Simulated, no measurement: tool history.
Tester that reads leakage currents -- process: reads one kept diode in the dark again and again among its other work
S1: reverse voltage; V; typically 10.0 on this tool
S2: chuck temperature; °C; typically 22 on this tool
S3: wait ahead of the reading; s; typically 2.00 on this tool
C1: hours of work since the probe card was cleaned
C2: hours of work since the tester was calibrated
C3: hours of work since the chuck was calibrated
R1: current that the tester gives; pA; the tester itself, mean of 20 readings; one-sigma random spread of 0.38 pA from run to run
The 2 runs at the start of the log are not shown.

run,hour,S1,S2,S3,C1,C2,C3,R1
3,104.9,10.0,22,2.00,736,1861,374,144.65
4,157.4,10.0,22,2.00,773,1898,411,146.69
5,222.1,10.0,22,2.00,818,1943,456,147.34
6,259.1,10.0,22,2.00,844,1969,482,148.50
7,323.3,10.0,22,2.00,889,2015,528,150.53
8,383.5,10.0,37,2.00,932,2057,570,478.67
9,427.8,11.1,22,2.00,963,2088,601,159.33
10,478.1,11.1,22,2.00,999,2124,637,160.27
11,523.2,11.1,22,2.00,1030,2156,669,161.39
12,567.5,10.0,22,9.90,1062,2187,700,153.23
13,630.7,10.0,22,9.90,1106,2231,744,156.04
14,693.1,10.0,22,9.90,1150,2275,788,157.29
15,743.0,5.9,22,2.00,1185,2310,823,125.00
16,786.8,5.9,22,1.39,1216,2341,854,126.62
17,847.6,10.0,51,2.00,1259,2384,897,1383.17
18,912.3,10.0,51,2.00,1305,2430,943,1388.46
19,966.8,10.0,22,2.00,1343,2468,981,163.67
20,1026.5,10.0,22,2.00,1385,2510,1023,165.57
21,1058.8,10.0,55,0.73,1408,2533,1046,1856.61
22,1103.0,2.3,22,6.78,1439,2564,1077,86.37
23,1136.0,6.3,39,4.61,1462,2587,1100,488.66

Expected results for the next run?
24,1181.5,16.4,21,1.29,1494,2619,1132,?

{"run 24": {"R1": 203.13}}
Were there no unlogged condition in the tool, this run, its random variation unchanged, would have produced R1 140.90 pA.

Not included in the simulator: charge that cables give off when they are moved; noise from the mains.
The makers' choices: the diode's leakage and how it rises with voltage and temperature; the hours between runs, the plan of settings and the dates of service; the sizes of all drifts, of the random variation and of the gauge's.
